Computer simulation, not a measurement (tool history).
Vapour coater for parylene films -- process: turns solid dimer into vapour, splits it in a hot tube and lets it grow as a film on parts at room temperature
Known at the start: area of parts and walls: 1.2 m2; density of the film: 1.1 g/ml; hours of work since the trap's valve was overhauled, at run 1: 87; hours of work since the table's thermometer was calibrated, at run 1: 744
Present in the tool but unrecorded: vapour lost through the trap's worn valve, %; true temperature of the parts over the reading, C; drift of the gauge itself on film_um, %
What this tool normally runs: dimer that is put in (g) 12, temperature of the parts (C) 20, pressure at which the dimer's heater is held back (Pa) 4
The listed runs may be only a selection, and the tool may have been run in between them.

run	hour	dimer that is put in (g)	temperature of the parts (C)	pressure at which the dimer's heater is held back (Pa)	hours of work since the trap's valve was overhauled	hours of work since the table's thermometer was calibrated	thickness of the film (um)
1	0	12	20	4	87	744	5.46
2	16.9	12	20	4	102	759	5.38
3	34.1	12	20	4	116	773	5.42
4	46.4	12	20	4	127	784	5.39
5	60.2	12	20	2.7	139	795	5.86
6	81.6	12	20	2.7	157	814	5.79
7	100	12	20	2.7	172	829	5.82
8	118.5	12	20	2.7	188	845	5.76
9	135.7	12	20	2.7	203	860	5.75
10	148.9	12	20	2.7	214	871	5.67
11	159.1	12	20	5.93	222	879	4.69
12	170.6	12	20	5.93	232	889	4.74
13	181.9	12	20	4	242	899	5.15
14	203.2	12	20	4	260	917	5.14
15	222	6	20	4	276	933	2.52
16	235.5	6	20	4	287	944	2.55
17	247.9	6	20	4	298	955	2.52
18	267.3	12	20	2.77	314	971	5.37
19	276.9	12	20	2.77	323	979	5.4
20	293.6	6	27	6.84	337	994	1.9
21	306.2	7	13	4	347	1004	3.3
22	324.5	8	30	4	363	1020	2.68
23	340.7	8	16	4.03	377	1034	3.54
24	351.7	6	16	7.63	386	1043	2.25
25	368.2	6	16	7.63	400	1057	2.27
26	386.3	17	15	7.63	415	1072	6.48
27	397.3	21	20	4	425	1082	8.4
# hour 414.5: trap's valve overhauled
28	414.7	11	20	2.38	0	1093	5.84
29	430.1	7	27	4.63	13	1106	2.71
30	444.7	12	20	10.54	26	1118	4.51
31	463.4	12	18	4	42	1134	5.74
32	478.2	7	15	8.78	54	1147	2.96
33	497.7	10	15	8.78	71	1163	4.29
34	516.8	9	20	4.06	87	1180	4.06
35	532.1	13	21	4	100	1193	5.74
36	550.7	13	21	4	116	1208	5.74
37	566.3	15	16	7.1	129	1222	6.44

Results per run with the tool's hidden condition removed, run-to-run variation unchanged:
run	thickness of the film (um)
1	5.65
2	5.6
3	5.67
4	5.66
5	6.19
6	6.15
7	6.22
8	6.19
9	6.22
10	6.16
11	5.12
12	5.18
13	5.65
14	5.68
15	2.8
16	2.85
17	2.83
18	6.06
19	6.11
20	2.17
21	3.78
22	3.09
23	4.1
24	2.62
25	2.65
26	7.61
27	9.91
28	5.88
29	2.74
30	4.58
31	5.86
32	3.03
33	4.43
34	4.22
35	5.99
36	6.02
37	6.79
